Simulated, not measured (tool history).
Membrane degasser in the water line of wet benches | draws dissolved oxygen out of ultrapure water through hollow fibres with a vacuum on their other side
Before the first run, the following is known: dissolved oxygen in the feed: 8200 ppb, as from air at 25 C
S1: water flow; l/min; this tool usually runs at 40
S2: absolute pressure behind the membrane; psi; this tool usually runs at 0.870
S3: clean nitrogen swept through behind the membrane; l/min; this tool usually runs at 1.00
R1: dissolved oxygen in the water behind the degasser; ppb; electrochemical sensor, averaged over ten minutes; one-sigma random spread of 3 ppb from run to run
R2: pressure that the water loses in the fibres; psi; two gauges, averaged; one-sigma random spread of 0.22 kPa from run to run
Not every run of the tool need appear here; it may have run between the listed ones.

run 1 day=0.000 | S1=40 S2=0.870 S3=1.00 | R1=298.3 R2=7.496
run 2 day=3.717 | S1=40 S2=0.870 S3=1.00 | R1=301.0 R2=7.539
run 3 day=6.750 | S1=40 S2=0.870 S3=1.00 | R1=297.9 R2=7.523
run 4 day=11.408 | S1=40 S2=0.870 S3=1.00 | R1=298.4 R2=7.538
-- day=14.854 seals of the vacuum lines changed
run 5 day=15.779 | S1=40 S2=0.870 S3=1.00 | R1=298.9 R2=7.526
run 6 day=20.442 | S1=40 S2=0.870 S3=0.73 | R1=359.4 R2=7.474
run 7 day=24.583 | S1=40 S2=0.870 S3=0.73 | R1=354.3 R2=7.533
run 8 day=27.871 | S1=28 S2=0.870 S3=1.00 | R1=183.3 R2=5.284
run 9 day=31.554 | S1=54 S2=0.870 S3=1.00 | R1=489.1 R2=10.161
run 10 day=33.592 | S1=54 S2=0.870 S3=1.00 | R1=489.0 R2=10.093
run 11 day=38.342 | S1=54 S2=0.870 S3=1.00 | R1=482.6 R2=10.153
run 12 day=41.854 | S1=54 S2=0.870 S3=1.00 | R1=483.9 R2=10.132
run 13 day=46.883 | S1=40 S2=0.870 S3=1.00 | R1=299.4 R2=7.503
run 14 day=50.221 | S1=40 S2=0.870 S3=1.00 | R1=301.2 R2=7.555
run 15 day=53.467 | S1=40 S2=0.870 S3=1.00 | R1=297.1 R2=7.509
run 16 day=57.604 | S1=40 S2=0.870 S3=1.00 | R1=299.4 R2=7.503

For run 17, what comes out?
run 17 day=62.079 | S1=35 S2=0.796 S3=0.46 | R1=? R2=?

{"run 17": {"R1": 330.0, "R2": 6.593}}
Were there no unlogged condition in the tool, this run, its random variation unchanged, would have produced R1 329.5 ppb, R2 6.589 psi.

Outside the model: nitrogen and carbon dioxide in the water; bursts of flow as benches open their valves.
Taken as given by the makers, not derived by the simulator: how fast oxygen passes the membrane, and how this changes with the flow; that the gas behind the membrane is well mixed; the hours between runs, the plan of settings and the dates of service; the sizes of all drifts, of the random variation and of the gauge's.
